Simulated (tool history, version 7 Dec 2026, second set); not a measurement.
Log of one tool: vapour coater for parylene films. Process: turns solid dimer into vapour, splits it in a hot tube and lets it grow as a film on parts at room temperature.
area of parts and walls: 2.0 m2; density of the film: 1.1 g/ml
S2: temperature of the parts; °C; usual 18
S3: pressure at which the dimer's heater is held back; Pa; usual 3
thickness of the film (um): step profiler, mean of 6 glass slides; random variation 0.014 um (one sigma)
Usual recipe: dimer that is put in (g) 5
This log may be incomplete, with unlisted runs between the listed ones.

run 1 hour=0 | dimer_that_is_put_in_(g)=5 S2=18 S3=3 | thickness_of_the_film_(um)=1.53
run 2 hour=16.4 | dimer_that_is_put_in_(g)=5 S2=18 S3=9.95 | thickness_of_the_film_(um)=1.18
run 3 hour=30.2 | dimer_that_is_put_in_(g)=5 S2=18 S3=9.95 | thickness_of_the_film_(um)=1.2
run 4 hour=48.5 | dimer_that_is_put_in_(g)=5 S2=18 S3=9.95 | thickness_of_the_film_(um)=1.16
run 5 hour=66.7 | dimer_that_is_put_in_(g)=5 S2=18 S3=7.37 | thickness_of_the_film_(um)=1.24
run 6 hour=80.3 | dimer_that_is_put_in_(g)=5 S2=18 S3=7.37 | thickness_of_the_film_(um)=1.23
run 7 hour=103 | dimer_that_is_put_in_(g)=5 S2=18 S3=7.37 | thickness_of_the_film_(um)=1.23
run 8 hour=122.5 | dimer_that_is_put_in_(g)=5 S2=18 S3=7.37 | thickness_of_the_film_(um)=1.24
run 9 hour=137.8 | dimer_that_is_put_in_(g)=4 S2=13 S3=3 | thickness_of_the_film_(um)=1.33
run 10 hour=156.6 | dimer_that_is_put_in_(g)=5 S2=23 S3=3 | thickness_of_the_film_(um)=1.35
-- hour=169.1 trap's valve overhauled
run 11 hour=173.3 | dimer_that_is_put_in_(g)=5 S2=23 S3=3 | thickness_of_the_film_(um)=1.48
run 12 hour=185.9 | dimer_that_is_put_in_(g)=5 S2=19 S3=6.24 | thickness_of_the_film_(um)=1.37
run 13 hour=199.7 | dimer_that_is_put_in_(g)=2 S2=18 S3=6.34 | thickness_of_the_film_(um)=0.54
run 14 hour=211.5 | dimer_that_is_put_in_(g)=5 S2=23 S3=4.51 | thickness_of_the_film_(um)=1.36

Predict each of these 5 candidate next runs independently; none follows another, all start after run 14:
run A hour=231.6 | dimer_that_is_put_in_(g)=5 S2=23 S3=2.19 | thickness_of_the_film_(um)=?
run B hour=231.6 | dimer_that_is_put_in_(g)=5 S2=20 S3=5.46 | thickness_of_the_film_(um)=?
run C hour=231.6 | dimer_that_is_put_in_(g)=7 S2=18 S3=4.79 | thickness_of_the_film_(um)=?
run D hour=231.6 | dimer_that_is_put_in_(g)=5 S2=16 S3=3 | thickness_of_the_film_(um)=?
run E hour=231.6 | dimer_that_is_put_in_(g)=5 S2=21 S3=4.51 | thickness_of_the_film_(um)=?

run=A thickness_of_the_film_(um)=1.58
run=B thickness_of_the_film_(um)=1.35
run=C thickness_of_the_film_(um)=2.05
run=D thickness_of_the_film_(um)=1.67
run=E thickness_of_the_film_(um)=1.39
Without the tool's unlogged condition, the same runs would have read:
run=A thickness_of_the_film_(um)=1.61
run=B thickness_of_the_film_(um)=1.38
run=C thickness_of_the_film_(um)=2.09
run=D thickness_of_the_film_(um)=1.71
run=E thickness_of_the_film_(um)=1.42

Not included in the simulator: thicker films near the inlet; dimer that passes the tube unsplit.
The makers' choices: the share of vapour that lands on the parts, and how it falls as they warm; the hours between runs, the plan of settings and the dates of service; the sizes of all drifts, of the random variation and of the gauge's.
